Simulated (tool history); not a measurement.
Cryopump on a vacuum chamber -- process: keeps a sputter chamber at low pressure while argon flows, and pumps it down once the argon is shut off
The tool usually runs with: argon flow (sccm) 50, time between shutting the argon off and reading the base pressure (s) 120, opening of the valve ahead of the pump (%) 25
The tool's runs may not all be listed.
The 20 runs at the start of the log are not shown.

run,hour,argon flow (sccm),time between shutting the argon off and reading the base pressure (s),opening of the valve ahead of the pump (%),pressure while argon flows (Pa),pressure after the wait (uPa)
21,1352.2,54,120,51,0.1005,0.45
22,1401.4,50,100,20,0.22,0.52
23,1492.1,83,51,47,0.1773,0.79
# hour 1557.1: pump warmed up, emptied and cooled again
24,1567.5,71,120,25,0.2367,0.49
25,1629,24,120,57,0.0363,0.5
26,1669.5,24,120,57,0.0375,0.51
27,1722.3,31,34,59,0.0484,1.11
28,1820.8,31,34,59,0.0512,1.14
29,1874.5,31,34,59,0.0521,1.19
30,1956.1,21,120,20,0.0957,0.76
# hour 2002.4: pump warmed up, emptied and cooled again
31,2059.8,50,22,15,0.2776,1.51
32,2136.6,50,22,15,0.2804,1.59
33,2226,20,56,40,0.0452,0.96

Branching from run 33: 3 alternative next runs. What would each branch give?
A,2291.7,36,75,40,?,?
B,2291.7,20,132,40,?,?
C,2291.7,50,98,35,?,?

run,pressure while argon flows (Pa),pressure after the wait (uPa)
A,0.0841,0.9
B,0.0463,0.76
C,0.1313,0.86
Take away the tool's hidden state, keep each run's random variation, and the runs would have read:
run,pressure while argon flows (Pa),pressure after the wait (uPa)
A,0.0746,0.5
B,0.041,0.36
C,0.118,0.46
